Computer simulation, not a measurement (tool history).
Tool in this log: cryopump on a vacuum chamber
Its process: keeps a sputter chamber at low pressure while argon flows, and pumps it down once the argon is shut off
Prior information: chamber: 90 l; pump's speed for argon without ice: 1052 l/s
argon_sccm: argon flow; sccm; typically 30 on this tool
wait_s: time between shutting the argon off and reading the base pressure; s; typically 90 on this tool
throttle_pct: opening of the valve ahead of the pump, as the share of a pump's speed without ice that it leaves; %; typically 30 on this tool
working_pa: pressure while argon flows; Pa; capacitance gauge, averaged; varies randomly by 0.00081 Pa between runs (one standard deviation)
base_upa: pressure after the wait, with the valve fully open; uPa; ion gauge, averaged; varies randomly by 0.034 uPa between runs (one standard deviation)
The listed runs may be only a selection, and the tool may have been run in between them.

{"run": 1, "hour": 0.0, "argon_sccm": 30, "wait_s": 90, "throttle_pct": 30, "working_pa": 0.1656, "base_upa": 2.59}
{"run": 2, "hour": 34.2, "argon_sccm": 30, "wait_s": 90, "throttle_pct": 30, "working_pa": 0.1663, "base_upa": 2.58}
{"run": 3, "hour": 65.9, "argon_sccm": 30, "wait_s": 90, "throttle_pct": 30, "working_pa": 0.1676, "base_upa": 2.63}
{"run": 4, "hour": 90.1, "argon_sccm": 30, "wait_s": 90, "throttle_pct": 30, "working_pa": 0.1683, "base_upa": 2.78}
{"run": 5, "hour": 116.6, "argon_sccm": 30, "wait_s": 90, "throttle_pct": 30, "working_pa": 0.1676, "base_upa": 2.72}
{"run": 6, "hour": 135.4, "argon_sccm": 30, "wait_s": 90, "throttle_pct": 30, "working_pa": 0.1685, "base_upa": 2.72}
{"run": 7, "hour": 171.8, "argon_sccm": 30, "wait_s": 90, "throttle_pct": 30, "working_pa": 0.1687, "base_upa": 2.9}
{"run": 8, "hour": 198.9, "argon_sccm": 30, "wait_s": 90, "throttle_pct": 30, "working_pa": 0.1694, "base_upa": 2.93}
{"run": 9, "hour": 225.2, "argon_sccm": 30, "wait_s": 90, "throttle_pct": 30, "working_pa": 0.1694, "base_upa": 2.96}
{"run": 10, "hour": 246.0, "argon_sccm": 30, "wait_s": 90, "throttle_pct": 30, "working_pa": 0.1697, "base_upa": 2.97}
{"run": 11, "hour": 263.9, "argon_sccm": 30, "wait_s": 90, "throttle_pct": 30, "working_pa": 0.1711, "base_upa": 3.02}
{"run": 12, "hour": 284.5, "argon_sccm": 43, "wait_s": 61, "throttle_pct": 44, "working_pa": 0.172, "base_upa": 3.8}
{"run": 13, "hour": 306.7, "argon_sccm": 41, "wait_s": 76, "throttle_pct": 55, "working_pa": 0.133, "base_upa": 3.45}
{"run": 14, "hour": 344.4, "argon_sccm": 30, "wait_s": 104, "throttle_pct": 21, "working_pa": 0.2405, "base_upa": 2.98}
{"run": 15, "hour": 372.5, "argon_sccm": 30, "wait_s": 104, "throttle_pct": 21, "working_pa": 0.2411, "base_upa": 3.04}
{"run": 16, "hour": 406.8, "argon_sccm": 30, "wait_s": 53, "throttle_pct": 53, "working_pa": 0.1016, "base_upa": 4.32}
{"run": 17, "hour": 442.0, "argon_sccm": 30, "wait_s": 299, "throttle_pct": 21, "working_pa": 0.241, "base_upa": 2.33}
{"run": 18, "hour": 477.9, "argon_sccm": 47, "wait_s": 111, "throttle_pct": 56, "working_pa": 0.1532, "base_upa": 3.01}
{"run": 19, "hour": 509.3, "argon_sccm": 17, "wait_s": 110, "throttle_pct": 58, "working_pa": 0.0552, "base_upa": 3.2}
{"run": 20, "hour": 528.4, "argon_sccm": 28, "wait_s": 85, "throttle_pct": 43, "working_pa": 0.1174, "base_upa": 3.71}
{"run": 21, "hour": 549.1, "argon_sccm": 58, "wait_s": 59, "throttle_pct": 35, "working_pa": 0.2939, "base_upa": 4.47}

Here are 3 independent what-if runs from the current tool condition. What would each one return?
{"run": "A", "hour": 587.3, "argon_sccm": 56, "wait_s": 59, "throttle_pct": 22, "working_pa": "?", "base_upa": "?"}
{"run": "B", "hour": 587.3, "argon_sccm": 58, "wait_s": 104, "throttle_pct": 35, "working_pa": "?", "base_upa": "?"}
{"run": "C", "hour": 587.3, "argon_sccm": 31, "wait_s": 59, "throttle_pct": 35, "working_pa": "?", "base_upa": "?"}

run=A working_pa=0.4342 base_upa=4.41
run=B working_pa=0.2962 base_upa=3.43
run=C working_pa=0.1566 base_upa=4.46
Without the tool's unlogged condition, the same runs would have read:
run=A working_pa=0.4070 base_upa=2.54
run=B working_pa=0.2678 base_upa=1.56
run=C working_pa=0.1415 base_upa=2.58

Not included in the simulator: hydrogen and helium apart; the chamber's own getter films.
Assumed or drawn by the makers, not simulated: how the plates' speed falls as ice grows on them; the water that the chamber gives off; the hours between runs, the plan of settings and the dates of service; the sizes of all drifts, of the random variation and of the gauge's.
